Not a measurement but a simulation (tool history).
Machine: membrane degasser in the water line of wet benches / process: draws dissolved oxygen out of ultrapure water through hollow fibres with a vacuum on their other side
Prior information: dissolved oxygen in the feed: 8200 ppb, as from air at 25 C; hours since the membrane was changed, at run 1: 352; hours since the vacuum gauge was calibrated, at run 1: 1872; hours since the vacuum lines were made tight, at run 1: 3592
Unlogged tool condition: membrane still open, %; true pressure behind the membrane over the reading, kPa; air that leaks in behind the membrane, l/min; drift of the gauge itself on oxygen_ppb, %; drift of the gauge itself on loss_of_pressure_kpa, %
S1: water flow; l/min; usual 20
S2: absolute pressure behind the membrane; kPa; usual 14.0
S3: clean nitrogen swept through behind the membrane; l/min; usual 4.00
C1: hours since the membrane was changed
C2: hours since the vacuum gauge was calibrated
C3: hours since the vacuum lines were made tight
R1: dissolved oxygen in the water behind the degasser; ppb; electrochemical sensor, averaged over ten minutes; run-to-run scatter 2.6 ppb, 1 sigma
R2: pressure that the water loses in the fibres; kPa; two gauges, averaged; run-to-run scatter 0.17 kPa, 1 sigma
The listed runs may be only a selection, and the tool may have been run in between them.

{"run": 1, "hour": 0.0, "S1": 20, "S2": 14.0, "S3": 4.0, "C1": 352, "C2": 1872, "C3": 3592, "R1": 260.2, "R2": 27.46}
{"run": 2, "hour": 167.5, "S1": 20, "S2": 14.0, "S3": 4.0, "C1": 520, "C2": 2039, "C3": 3759, "R1": 258.6, "R2": 27.44}
{"run": 3, "hour": 247.7, "S1": 20, "S2": 14.0, "S3": 4.0, "C1": 600, "C2": 2120, "C3": 3839, "R1": 256.7, "R2": 27.69}
{"run": 4, "hour": 388.8, "S1": 20, "S2": 14.0, "S3": 4.0, "C1": 741, "C2": 2261, "C3": 3981, "R1": 259.1, "R2": 27.19}
{"run": 5, "hour": 564.3, "S1": 20, "S2": 14.0, "S3": 4.0, "C1": 916, "C2": 2436, "C3": 4156, "R1": 256.8, "R2": 27.74}
{"run": 6, "hour": 719.3, "S1": 20, "S2": 14.0, "S3": 4.0, "C1": 1072, "C2": 2591, "C3": 4311, "R1": 259.9, "R2": 27.18}
{"run": 7, "hour": 801.2, "S1": 20, "S2": 14.0, "S3": 3.58, "C1": 1153, "C2": 2673, "C3": 4393, "R1": 272.8, "R2": 27.71}
{"run": 8, "hour": 985.2, "S1": 20, "S2": 14.0, "S3": 3.58, "C1": 1337, "C2": 2857, "C3": 4577, "R1": 283.8, "R2": 27.72}
{"run": 9, "hour": 1097.8, "S1": 20, "S2": 14.0, "S3": 3.58, "C1": 1450, "C2": 2970, "C3": 4690, "R1": 276.5, "R2": 27.69}
{"hour": 1109.4, "done": "vacuum gauge calibrated"}
{"run": 10, "hour": 1213.7, "S1": 20, "S2": 14.0, "S3": 3.58, "C1": 1565, "C2": 104, "C3": 4805, "R1": 272.4, "R2": 27.5}
{"run": 11, "hour": 1305.2, "S1": 20, "S2": 14.0, "S3": 3.58, "C1": 1657, "C2": 196, "C3": 4897, "R1": 284.0, "R2": 27.59}
{"run": 12, "hour": 1384.2, "S1": 20, "S2": 14.0, "S3": 1.7, "C1": 1736, "C2": 275, "C3": 4975, "R1": 424.1, "R2": 27.5}
{"run": 13, "hour": 1501.9, "S1": 20, "S2": 14.0, "S3": 4.0, "C1": 1854, "C2": 392, "C3": 5093, "R1": 265.4, "R2": 27.92}
{"run": 14, "hour": 1665.0, "S1": 20, "S2": 14.0, "S3": 4.0, "C1": 2017, "C2": 556, "C3": 5256, "R1": 265.5, "R2": 27.68}
{"run": 15, "hour": 1797.1, "S1": 20, "S2": 28.9, "S3": 8.48, "C1": 2149, "C2": 688, "C3": 5388, "R1": 279.2, "R2": 27.93}
{"run": 16, "hour": 1906.8, "S1": 13, "S2": 19.2, "S3": 3.5, "C1": 2259, "C2": 797, "C3": 5498, "R1": 188.5, "R2": 18.3}
{"run": 17, "hour": 2049.7, "S1": 19, "S2": 20.8, "S3": 4.41, "C1": 2401, "C2": 940, "C3": 5641, "R1": 303.0, "R2": 26.56}
{"hour": 2192.8, "done": "vacuum gauge calibrated, once more"}
{"run": 18, "hour": 2226.4, "S1": 19, "S2": 26.9, "S3": 9.68, "C1": 2578, "C2": 34, "C3": 5817, "R1": 234.1, "R2": 26.39}

Run 19 is up next; what results do you expect?
{"run": 19, "hour": 2406.4, "S1": 31, "S2": 23.9, "S3": 8.5, "C1": 2758, "C2": 214, "C3": 5997, "R1": "?", "R2": "?"}

R1: 518.1 ppb
R2: 43.57 kPa
On a tool with no hidden condition, and with the same random variation, this run would have come out at R1 501.5 ppb, R2 42.92 kPa.
